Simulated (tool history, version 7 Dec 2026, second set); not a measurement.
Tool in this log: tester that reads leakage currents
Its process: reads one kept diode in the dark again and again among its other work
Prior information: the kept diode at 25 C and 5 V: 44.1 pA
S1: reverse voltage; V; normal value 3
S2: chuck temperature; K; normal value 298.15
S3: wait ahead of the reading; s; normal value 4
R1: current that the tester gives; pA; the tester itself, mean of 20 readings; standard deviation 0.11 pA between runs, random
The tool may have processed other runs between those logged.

run 1 hour=0 | S1=3 S2=298.15 S3=4 | R1=33.31
run 2 hour=163.3 | S1=3 S2=298.15 S3=0.54 | R1=33.89
run 3 hour=271.9 | S1=3 S2=298.15 S3=2.61 | R1=33.36
run 4 hour=462.3 | S1=3 S2=298.15 S3=2.61 | R1=33.41
run 5 hour=648.5 | S1=13 S2=298.15 S3=4 | R1=75.51
run 6 hour=759.1 | S1=13 S2=298.15 S3=4 | R1=75.05
run 7 hour=914.4 | S1=3 S2=308.15 S3=4 | R1=82.48
run 8 hour=1022 | S1=3 S2=308.15 S3=4 | R1=82.54
run 9 hour=1162 | S1=5.26 S2=306.15 S3=4 | R1=94.45
run 10 hour=1261.5 | S1=3 S2=325.15 S3=2.43 | R1=339.04
run 11 hour=1444.4 | S1=6.83 S2=301.15 S3=5.99 | R1=69.62

Run 12 has not been measured yet. What should we expect?
run 12 hour=1555 | S1=6.83 S2=301.15 S3=5.99 | R1=?

Run 12 yielded R1 69.96 pA.
If the tool had no hidden condition, the same run with the same run-to-run variation would have returned R1 69.94 pA.
